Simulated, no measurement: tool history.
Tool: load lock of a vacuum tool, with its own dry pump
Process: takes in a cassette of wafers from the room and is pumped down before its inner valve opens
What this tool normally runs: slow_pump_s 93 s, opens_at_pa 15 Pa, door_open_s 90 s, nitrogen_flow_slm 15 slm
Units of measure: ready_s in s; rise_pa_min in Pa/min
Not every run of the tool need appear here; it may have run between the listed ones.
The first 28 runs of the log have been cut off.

| run | hour | slow_pump_s | opens_at_pa | door_open_s | nitrogen_flow_slm | hours that the pump has run since its overhaul | times that the door has closed on its seal | incoming humidity of the room's air, % | ready_s | rise_pa_min |
|---|---|---|---|---|---|---|---|---|---|---|
| 29 | 6198.3 | 60 | 15 | 234 | 15 | 5778 | 8482 | 48.3 | 115.1 | 0.078 |
| 30 | 6384.1 | 87 | 15 | 67 | 15 | 5964 | 9256 | 47.0 | 138.6 | 0.070 |
| 31 | 6596.1 | 47 | 21 | 152 | 4 | 6176 | 10138 | 42.7 | 103.8 | 0.090 |
| 32 | 6785.8 | 47 | 21 | 152 | 4 | 6365 | 10929 | 44.1 | 103.7 | 0.089 |
| 33 | 6965.6 | 47 | 21 | 152 | 4 | 6545 | 11677 | 44.9 | 105.2 | 0.103 |
| 34 | 7154.2 | 93 | 27 | 95 | 15 | 6734 | 12463 | 44.5 | 138.8 | 0.091 |
| 35 | 7381.3 | 93 | 27 | 95 | 15 | 6961 | 13408 | 43.1 | 138.5 | 0.093 |
| 36 | 7650.8 | 93 | 27 | 95 | 15 | 7230 | 14530 | 46.8 | 140.4 | 0.106 |

4 options for the next run, each taken on its own from the tool as it stands now. Forecast them:
| A | 7882.4 | 118 | 17 | 76 | 15 | 7462 | 15495 | 43.4 | ? | ? |
| B | 7882.4 | 93 | 27 | 34 | 6 | 7462 | 15495 | 48.3 | ? | ? |
| C | 7882.4 | 93 | 22 | 29 | 9 | 7462 | 15495 | 45.3 | ? | ? |
| D | 7882.4 | 93 | 23 | 27 | 15 | 7462 | 15495 | 45.9 | ? | ? |

| run | ready_s | rise_pa_min |
|---|---|---|
| A | 161.4 | 0.104 |
| B | 138.5 | 0.102 |
| C | 140.3 | 0.099 |
| D | 140.6 | 0.098 |
Stripped of hidden state, with their random variation kept, the same runs would have yielded:
| run | ready_s | rise_pa_min |
|---|---|---|
| A | 154.7 | 0.026 |
| B | 131.5 | 0.024 |
| C | 133.3 | 0.021 |
| D | 133.6 | 0.021 |
